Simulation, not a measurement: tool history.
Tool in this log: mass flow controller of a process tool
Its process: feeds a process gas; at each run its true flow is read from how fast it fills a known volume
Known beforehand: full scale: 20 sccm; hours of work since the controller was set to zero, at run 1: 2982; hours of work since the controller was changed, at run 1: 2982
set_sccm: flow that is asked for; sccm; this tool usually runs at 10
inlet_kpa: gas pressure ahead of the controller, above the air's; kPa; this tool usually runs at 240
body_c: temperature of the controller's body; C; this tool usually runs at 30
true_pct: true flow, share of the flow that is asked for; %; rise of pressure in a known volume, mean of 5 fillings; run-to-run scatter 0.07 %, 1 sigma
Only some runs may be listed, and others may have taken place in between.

| run | hour | set_sccm | inlet_kpa | body_c | hours of work since the controller was set to zero | hours of work since the controller was changed | true_pct |
|---|---|---|---|---|---|---|---|
| 1 | 0.0 | 10 | 240 | 30 | 2982 | 2982 | 98.41 |
| 2 | 107.4 | 10 | 240 | 30 | 3039 | 3039 | 98.55 |
| 3 | 235.4 | 10 | 240 | 30 | 3106 | 3106 | 98.49 |
| 4 | 353.2 | 10 | 182 | 30 | 3168 | 3168 | 98.17 |
| 5 | 515.9 | 10 | 237 | 30 | 3254 | 3254 | 98.56 |
| 6 | 601.6 | 10 | 237 | 30 | 3299 | 3299 | 98.35 |
| 7 | 739.3 | 10 | 237 | 30 | 3371 | 3371 | 98.48 |
| 8 | 811.5 | 10 | 171 | 30 | 3409 | 3409 | 98.26 |
| 9 | 953.6 | 10 | 240 | 30 | 3484 | 3484 | 98.52 |
| 10 | 1088.8 | 10 | 240 | 30 | 3555 | 3555 | 98.69 |
| 11 | 1181.1 | 10 | 240 | 30 | 3604 | 3604 | 98.43 |
| 12 | 1248.5 | 10 | 240 | 22 | 3639 | 3639 | 98.64 |
| 13 | 1390.1 | 10 | 240 | 22 | 3714 | 3714 | 98.66 |
| 14 | 1500.8 | 10 | 240 | 22 | 3772 | 3772 | 98.65 |
| 15 | 1580.3 | 10 | 240 | 22 | 3814 | 3814 | 98.78 |
| 16 | 1739.7 | 10 | 240 | 30 | 3898 | 3898 | 98.51 |
| 17 | 1877.5 | 10 | 240 | 30 | 3970 | 3970 | 98.52 |
| 18 | 1977.8 | 10 | 240 | 30 | 4023 | 4023 | 98.50 |
| 19 | 2133.9 | 10 | 240 | 30 | 4105 | 4105 | 98.44 |
| 20 | 2251.0 | 10 | 240 | 30 | 4167 | 4167 | 98.56 |
| 21 | 2339.5 | 10 | 175 | 30 | 4213 | 4213 | 98.25 |
| 22 | 2464.8 | 10 | 240 | 30 | 4279 | 4279 | 98.37 |
| 23 | 2556.2 | 10 | 240 | 30 | 4327 | 4327 | 98.45 |
| 24 | 2718.3 | 10 | 240 | 30 | 4412 | 4412 | 98.39 |
| 25 | 2845.0 | 10 | 240 | 30 | 4479 | 4479 | 98.46 |
| 26 | 2957.8 | 10 | 240 | 30 | 4538 | 4538 | 98.30 |
| 27 | 3035.9 | 10 | 140 | 30 | 4579 | 4579 | 98.01 |
| 28 | 3124.0 | 10 | 206 | 37 | 4626 | 4626 | 98.14 |
| 29 | 3206.1 | 10 | 206 | 37 | 4669 | 4669 | 97.98 |
| 30 | 3324.9 | 10 | 206 | 37 | 4732 | 4732 | 98.09 |
| 31 | 3482.7 | 8 | 185 | 23 | 4815 | 4815 | 98.14 |
| 32 | 3633.2 | 8 | 185 | 30 | 4894 | 4894 | 97.83 |
| 33 | 3781.2 | 4 | 240 | 30 | 4972 | 4972 | 97.64 |
| 34 | 3941.1 | 4 | 163 | 39 | 5056 | 5056 | 96.97 |
| 35 | 4019.0 | 11 | 143 | 20 | 5097 | 5097 | 98.34 |
| 36 | 4095.7 | 17 | 146 | 31 | 5137 | 5137 | 99.10 |
| 37 | 4237.1 | 3 | 217 | 27 | 5211 | 5211 | 97.36 |
| 38 | 4335.9 | 2 | 155 | 27 | 5263 | 5263 | 96.86 |
| 39 | 4431.1 | 9 | 254 | 32 | 5314 | 5314 | 98.37 |
| 40 | 4511.8 | 9 | 254 | 32 | 5356 | 5356 | 98.41 |
| 41 | 4596.0 | 13 | 171 | 21 | 5400 | 5400 | 98.94 |
| 42 | 4753.3 | 16 | 274 | 34 | 5483 | 5483 | 99.45 |
| 43 | 4894.4 | 10 | 252 | 33 | 5557 | 5557 | 98.47 |
| 44 | 4967.7 | 10 | 252 | 33 | 5596 | 5596 | 98.44 |
| 45 | 5098.6 | 10 | 252 | 33 | 5665 | 5665 | 98.38 |
| 46 | 5222.4 | 6 | 222 | 40 | 5730 | 5730 | 97.58 |
| 47 | 5312.3 | 4 | 143 | 40 | 5777 | 5777 | 96.84 |
| 48 | 5447.3 | 10 | 158 | 33 | 5848 | 5848 | 97.96 |
| 49 | 5554.6 | 18 | 238 | 33 | 5905 | 5905 | 99.74 |
| 50 | 5630.8 | 18 | 174 | 25 | 5945 | 5945 | 99.44 |

Consider 3 possible next runs. They are alternatives, not a sequence: every one starts from the tool as it was left by run 50. What does each give?
| A | 5742.2 | 18 | 156 | 22 | 6003 | 6003 | ? |
| B | 5742.2 | 17 | 170 | 25 | 6003 | 6003 | ? |
| C | 5742.2 | 18 | 192 | 22 | 6003 | 6003 | ? |

| run | true_pct |
|---|---|
| A | 99.66 |
| B | 99.43 |
| C | 99.68 |
Had the tool no hidden state, the same runs would have come out as:
| run | true_pct |
|---|---|
| A | 99.66 |
| B | 99.43 |
| C | 99.68 |

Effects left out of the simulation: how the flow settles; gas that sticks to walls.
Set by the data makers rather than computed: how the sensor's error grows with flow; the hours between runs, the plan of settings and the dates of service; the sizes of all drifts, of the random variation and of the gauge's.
